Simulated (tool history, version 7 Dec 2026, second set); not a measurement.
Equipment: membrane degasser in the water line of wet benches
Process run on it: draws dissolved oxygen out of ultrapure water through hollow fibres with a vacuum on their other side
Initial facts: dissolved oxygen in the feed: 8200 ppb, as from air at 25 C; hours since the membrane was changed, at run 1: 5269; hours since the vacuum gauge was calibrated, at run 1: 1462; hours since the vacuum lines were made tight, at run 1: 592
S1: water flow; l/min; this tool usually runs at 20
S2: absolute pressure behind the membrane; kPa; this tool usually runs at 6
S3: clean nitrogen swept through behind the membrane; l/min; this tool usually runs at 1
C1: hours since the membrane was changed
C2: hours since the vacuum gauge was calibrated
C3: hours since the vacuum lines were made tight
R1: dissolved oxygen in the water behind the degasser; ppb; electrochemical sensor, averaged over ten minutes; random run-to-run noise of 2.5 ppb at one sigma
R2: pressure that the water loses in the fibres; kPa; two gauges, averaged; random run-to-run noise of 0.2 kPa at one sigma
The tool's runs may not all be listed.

run     day  S1     S2    S3    C1    C2    C3     R1     R2
  1       0  20      6     1  5269  1462   592  245.8  44.59
  2   6.396  20      6     1  5422  1616   746  250.5  44.68
  3   9.746  20      6  0.45  5503  1696   826    356  44.81
  4  15.838  20      6  0.45  5649  1842   972  362.4  44.72
  5    22.5  20      6  0.45  5809  2002  1132  362.5  44.28
  6  27.667  20   7.33     1  5933  2126  1256  303.7  44.92
  7  31.604  23      6  0.62  6027  2221  1351  394.6   51.1
  8  36.917  19   4.66  1.69  6155  2348  1478  146.9  41.93
  9  44.392  19   4.66  1.69  6334  2528  1658  149.1  42.49
 10  48.946  20  12.48  0.53  6444  2637  1767  774.8  44.58
 11  53.654  27   9.18  1.86  6557  2750  1880  489.1  60.36

What if the next run were any one of these 5? Each begins from the tool's condition after run 11:
  A  60.3  13  3.78  1.86  6716  2909  2039   ?   ?
  B  60.3  31  9.18   0.5  6716  2909  2039   ?   ?
  C  60.3  12     6  2.05  6716  2909  2039   ?   ?
  D  60.3  32  7.52  0.76  6716  2909  2039   ?   ?
  E  60.3  29  5.86  0.52  6716  2909  2039   ?   ?

run      R1     R2
  A    37.1  29.06
  B  1013.2   68.9
  C    58.5  26.64
  D   764.8  71.06
  E   600.6  64.51
What these runs would have given with no unlogged condition in the tool:
run      R1     R2
  A    36.9  29.04
  B  1011.9  68.84
  C    58.4  26.62
  D   763.5     71
  E   599.4  64.46

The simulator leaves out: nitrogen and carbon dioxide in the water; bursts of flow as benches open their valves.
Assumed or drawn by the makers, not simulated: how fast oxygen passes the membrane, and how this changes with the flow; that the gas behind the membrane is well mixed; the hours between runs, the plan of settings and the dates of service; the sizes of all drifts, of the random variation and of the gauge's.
